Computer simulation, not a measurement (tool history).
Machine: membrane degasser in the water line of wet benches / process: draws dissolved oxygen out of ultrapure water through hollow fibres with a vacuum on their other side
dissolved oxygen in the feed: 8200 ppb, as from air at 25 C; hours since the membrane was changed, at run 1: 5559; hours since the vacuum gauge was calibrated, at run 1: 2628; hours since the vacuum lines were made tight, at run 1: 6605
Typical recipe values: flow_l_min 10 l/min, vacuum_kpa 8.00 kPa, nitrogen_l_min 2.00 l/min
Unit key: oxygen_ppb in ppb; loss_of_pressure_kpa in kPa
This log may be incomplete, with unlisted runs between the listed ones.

| run | hour | flow_l_min | vacuum_kpa | nitrogen_l_min | hours since the membrane was changed | hours since the vacuum gauge was calibrated | hours since the vacuum lines were made tight | oxygen_ppb | loss_of_pressure_kpa |
|---|---|---|---|---|---|---|---|---|---|
| 1 | 0.0 | 10 | 8.00 | 2.00 | 5559 | 2628 | 6605 | 105.9 | 49.71 |
| 2 | 89.6 | 10 | 8.00 | 2.00 | 5649 | 2717 | 6695 | 103.6 | 49.71 |
| 3 | 217.0 | 10 | 11.81 | 2.00 | 5776 | 2845 | 6822 | 149.7 | 49.72 |
| 4 | 331.1 | 10 | 7.23 | 2.00 | 5890 | 2959 | 6937 | 95.3 | 49.68 |
| 5 | 475.5 | 10 | 8.00 | 2.00 | 6035 | 3103 | 7081 | 104.5 | 49.23 |
| 6 | 572.8 | 10 | 8.00 | 2.00 | 6132 | 3201 | 7178 | 106.2 | 49.31 |
| 7 | 657.2 | 10 | 8.00 | 2.00 | 6216 | 3285 | 7263 | 105.8 | 49.35 |
| 8 | 757.4 | 10 | 18.23 | 2.00 | 6316 | 3385 | 7363 | 225.3 | 49.42 |
| 9 | 884.7 | 6 | 8.00 | 2.00 | 6444 | 3512 | 7490 | 44.9 | 29.79 |
| 10 | 971.4 | 6 | 8.00 | 2.00 | 6530 | 3599 | 7577 | 44.5 | 29.27 |
| 11 | 1039.5 | 6 | 8.00 | 2.00 | 6599 | 3667 | 7645 | 44.5 | 29.65 |
| 12 | 1163.4 | 10 | 8.00 | 2.00 | 6722 | 3791 | 7769 | 104.6 | 48.87 |
| 13 | 1260.9 | 10 | 8.00 | 1.57 | 6820 | 3889 | 7866 | 119.6 | 49.10 |
| 14 | 1360.2 | 10 | 8.00 | 1.57 | 6919 | 3988 | 7966 | 118.9 | 49.17 |
| 15 | 1490.3 | 10 | 8.00 | 2.00 | 7049 | 4118 | 8096 | 104.2 | 48.64 |
| 16 | 1589.8 | 10 | 8.00 | 2.00 | 7149 | 4218 | 8195 | 104.5 | 48.41 |
| 17 | 1695.8 | 9 | 8.45 | 3.14 | 7255 | 4324 | 8301 | 70.9 | 43.86 |
| 18 | 1816.3 | 9 | 8.45 | 3.14 | 7375 | 4444 | 8422 | 72.2 | 44.09 |
| 19 | 1900.2 | 10 | 19.23 | 3.70 | 7459 | 4528 | 8506 | 151.0 | 48.90 |
| 20 | 1986.2 | 10 | 9.00 | 2.78 | 7545 | 4614 | 8592 | 98.8 | 48.83 |
| 21 | 2084.3 | 10 | 7.23 | 0.84 | 7643 | 4712 | 8690 | 157.5 | 48.54 |
| 22 | 2157.1 | 7 | 13.12 | 1.72 | 7716 | 4785 | 8762 | 114.2 | 34.26 |
| 23 | 2241.0 | 7 | 13.12 | 1.72 | 7800 | 4869 | 8846 | 111.2 | 33.93 |
|  | 2312.3 | gauge calibrated |
| 24 | 2338.6 | 7 | 5.03 | 5.60 | 7898 | 4966 | 8944 | 21.4 | 34.39 |
| 25 | 2417.5 | 7 | 9.05 | 1.08 | 7977 | 5045 | 9023 | 107.1 | 34.51 |
|  | 2500.2 | seals of the vacuum lines changed |
| 26 | 2501.4 | 7 | 9.05 | 1.09 | 8058 | 5127 | 1 | 105.4 | 34.79 |
| 27 | 2565.8 | 7 | 5.01 | 2.00 | 8123 | 5192 | 66 | 30.9 | 34.75 |
| 28 | 2708.6 | 7 | 5.01 | 2.00 | 8266 | 5334 | 208 | 31.1 | 34.99 |
| 29 | 2783.6 | 10 | 16.02 | 2.00 | 8341 | 5409 | 283 | 198.8 | 49.90 |
| 30 | 2901.6 | 10 | 16.02 | 2.00 | 8459 | 5527 | 401 | 201.2 | 49.33 |
| 31 | 3028.4 | 10 | 16.02 | 2.00 | 8585 | 5654 | 528 | 200.7 | 48.88 |

Selected run-to-run steps in loss_of_pressure_kpa, each split into two signed amounts: the part the tool would show with no hidden state at all (from settings, incoming material and random variation), and the remainder, which goes to the hidden state together with any gauge scatter not common to the measured and the hidden-state-free results:
Hidden state present: membrane still open, %; true pressure behind the membrane over the reading, kPa; air that leaks in behind the membrane, l/min; drift of the gauge itself on oxygen_ppb, %; drift of the gauge itself on loss_of_pressure_kpa, %.
Run 8 -> 9: flow_l_min 10 -> 6, vacuum_kpa 18.23 -> 8.00. loss_of_pressure_kpa -19.63 kPa: hidden state +0.12, all else -19.75.
Run 11 -> 12: flow_l_min 6 -> 10. loss_of_pressure_kpa +19.22 kPa: hidden state -0.30, all else +19.52.
Run 21 -> 22: flow_l_min 10 -> 7, vacuum_kpa 7.23 -> 13.12, nitrogen_l_min 0.84 -> 1.72. loss_of_pressure_kpa -14.28 kPa: hidden state +0.32, all else -14.60.
Run 23 -> 24: vacuum_kpa 13.12 -> 5.03, nitrogen_l_min 1.72 -> 5.60, gauge calibrated. loss_of_pressure_kpa +0.46 kPa: hidden state +0.88, all else -0.42.
Run 28 -> 29: flow_l_min 7 -> 10, vacuum_kpa 5.01 -> 16.02. loss_of_pressure_kpa +14.91 kPa: hidden state -0.10, all else +15.01.
